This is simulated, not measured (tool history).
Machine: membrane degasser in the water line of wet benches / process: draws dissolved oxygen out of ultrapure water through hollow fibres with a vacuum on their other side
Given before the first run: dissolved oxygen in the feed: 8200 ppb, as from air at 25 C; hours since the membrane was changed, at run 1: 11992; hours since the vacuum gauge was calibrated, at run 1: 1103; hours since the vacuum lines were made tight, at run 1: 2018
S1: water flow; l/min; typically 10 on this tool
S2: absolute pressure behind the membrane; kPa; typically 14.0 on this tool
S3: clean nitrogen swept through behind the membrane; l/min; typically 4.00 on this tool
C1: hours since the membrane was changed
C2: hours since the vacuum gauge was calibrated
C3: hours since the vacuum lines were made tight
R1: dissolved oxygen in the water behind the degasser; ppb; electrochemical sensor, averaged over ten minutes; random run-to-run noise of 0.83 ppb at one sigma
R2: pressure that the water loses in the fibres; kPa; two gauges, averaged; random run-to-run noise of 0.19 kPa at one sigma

run,hour,S1,S2,S3,C1,C2,C3,R1,R2
1,0.0,10,14.0,4.00,11992,1103,2018,85.0,43.37
2,242.7,10,14.0,2.55,12235,1345,2260,124.8,43.07
3,463.5,10,14.0,8.62,12456,1566,2481,50.7,43.44
4,657.3,10,14.0,4.00,12649,1760,2675,87.9,43.36
5,793.4,10,14.0,4.00,12786,1896,2811,88.3,43.46
6,1067.7,10,14.0,4.00,13060,2170,3085,87.4,43.50
7,1244.6,12,14.0,4.00,13237,2347,3262,115.6,52.11
8,1498.7,10,14.0,4.00,13491,2601,3516,87.4,43.71
9,1760.0,10,14.0,4.00,13752,2863,3778,88.9,43.67
# hour 1917.3: vacuum gauge calibrated
10,2041.6,10,14.0,4.00,14033,124,4059,89.5,43.71
11,2324.4,10,14.0,9.43,14316,407,4341,49.6,44.19
12,2623.4,10,14.0,9.43,14615,706,4640,50.2,44.06
# hour 2835.7: membrane cartridge changed
13,2850.8,10,14.0,9.43,15,930,4864,39.0,39.48
14,2988.4,10,14.0,5.91,153,1067,5001,58.0,39.43
15,3211.4,10,14.0,5.91,376,1290,5224,57.0,39.69
16,3365.0,10,14.0,5.91,529,1444,5378,58.7,39.57
17,3512.2,10,14.0,5.91,676,1591,5525,57.9,39.67
18,3657.6,13,32.4,4.00,822,1736,5671,263.4,51.53
19,3844.0,13,19.7,3.03,1008,1923,5857,199.8,51.72
20,4066.2,13,19.4,5.26,1230,2145,6079,127.0,51.86
21,4295.1,10,25.0,5.26,1459,2374,6308,118.2,40.14
22,4579.4,10,25.0,5.26,1744,2658,6592,116.9,39.94
23,4821.0,15,11.1,4.38,1985,2900,6834,108.1,60.50
# hour 4938.0: vacuum gauge calibrated
24,5037.9,7,9.0,2.48,2202,100,7050,47.1,27.88
25,5272.1,7,16.3,7.24,2436,334,7285,38.4,28.02
26,5534.9,9,26.9,7.24,2699,597,7547,87.4,36.05
27,5720.4,7,12.1,7.76,2884,782,7733,26.2,28.35
28,5884.1,10,19.3,4.53,3048,946,7897,105.3,39.90
# hour 6070.7: seals of the vacuum lines changed
29,6077.7,7,34.8,9.70,3239,1138,7,60.4,28.12
30,6375.1,13,23.7,9.63,3537,1435,304,96.3,53.15
31,6600.1,10,27.9,3.24,3762,1660,529,202.5,40.82

Results for each run, recomputed without the tool's hidden state and with each run's random variation untouched:
The hidden state here: membrane still open, %; true pressure behind the membrane over the reading, kPa; air that leaks in behind the membrane, l/min; drift of the gauge itself on oxygen_ppb, %; drift of the gauge itself on loss_of_pressure_kpa, %.
run,R1,R2
1,75.8,39.66
2,114.4,39.28
3,41.6,39.56
4,77.6,39.43
5,77.7,39.47
6,76.5,39.41
7,98.7,47.14
8,76.0,39.47
9,76.9,39.35
10,77.3,39.28
11,38.4,39.65
12,38.5,39.40
13,37.7,39.48
14,55.9,39.38
15,54.7,39.58
16,56.2,39.40
17,55.2,39.46
18,254.1,51.20
19,192.2,51.30
20,121.5,51.37
21,111.8,39.68
22,110.1,39.40
23,101.8,59.57
24,43.5,27.40
25,35.1,27.49
26,81.1,35.28
27,23.7,27.72
28,97.8,38.95
29,59.5,27.41
30,91.8,51.70
31,198.7,39.64
